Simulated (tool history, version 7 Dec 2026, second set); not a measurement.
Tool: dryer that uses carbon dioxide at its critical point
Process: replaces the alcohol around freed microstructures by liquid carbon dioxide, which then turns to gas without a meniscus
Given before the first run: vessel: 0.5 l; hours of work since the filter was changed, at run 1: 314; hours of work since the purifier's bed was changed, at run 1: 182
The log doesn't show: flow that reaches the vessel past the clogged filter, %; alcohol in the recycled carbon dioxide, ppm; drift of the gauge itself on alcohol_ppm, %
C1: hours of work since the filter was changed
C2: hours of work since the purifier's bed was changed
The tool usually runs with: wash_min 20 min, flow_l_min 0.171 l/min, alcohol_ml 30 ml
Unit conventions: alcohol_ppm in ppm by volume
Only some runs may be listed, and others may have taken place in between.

run 1 hour=0 | wash_min=20 flow_l_min=0.171 alcohol_ml=30 | C1=314 C2=182 | alcohol_ppm=274
run 2 hour=17.9 | wash_min=20 flow_l_min=0.109 alcohol_ml=30 | C1=319 C2=188 | alcohol_ppm=2038
run 3 hour=29.6 | wash_min=20 flow_l_min=0.109 alcohol_ml=30 | C1=323 C2=192 | alcohol_ppm=2037
run 4 hour=50 | wash_min=20 flow_l_min=0.109 alcohol_ml=30 | C1=329 C2=198 | alcohol_ppm=2131
run 5 hour=71.3 | wash_min=31 flow_l_min=0.109 alcohol_ml=30 | C1=336 C2=205 | alcohol_ppm=359
run 6 hour=80.9 | wash_min=20 flow_l_min=0.171 alcohol_ml=30 | C1=339 C2=208 | alcohol_ppm=294
run 7 hour=95.8 | wash_min=20 flow_l_min=0.171 alcohol_ml=30 | C1=344 C2=213 | alcohol_ppm=300
run 8 hour=117 | wash_min=17 flow_l_min=0.171 alcohol_ml=30 | C1=351 C2=220 | alcohol_ppm=654
run 9 hour=130.7 | wash_min=17 flow_l_min=0.171 alcohol_ml=30 | C1=355 C2=224 | alcohol_ppm=637
run 10 hour=149.8 | wash_min=17 flow_l_min=0.171 alcohol_ml=30 | C1=361 C2=230 | alcohol_ppm=658
run 11 hour=169.8 | wash_min=17 flow_l_min=0.171 alcohol_ml=30 | C1=368 C2=236 | alcohol_ppm=638
run 12 hour=190.6 | wash_min=17 flow_l_min=0.154 alcohol_ml=85 | C1=374 C2=243 | alcohol_ppm=2817
run 13 hour=202.6 | wash_min=16 flow_l_min=0.272 alcohol_ml=36 | C1=378 C2=247 | alcohol_ppm=96
run 14 hour=213 | wash_min=17 flow_l_min=0.171 alcohol_ml=109 | C1=381 C2=250 | alcohol_ppm=2319
run 15 hour=228.3 | wash_min=17 flow_l_min=0.171 alcohol_ml=109 | C1=386 C2=255 | alcohol_ppm=2383

Below, some changes in alcohol_ppm between adjacent runs. For each, the amount present without the hidden state too (settings, incoming material, random variation) and the amount remaining for the hidden state with gauge scatter not shared by both compared results:
Run 12 -> 13: wash_min 17 -> 16, flow_l_min 0.154 -> 0.272, alcohol_ml 85 -> 36. alcohol_ppm -2721 ppm by volume: hidden state -1157, all else -1564.
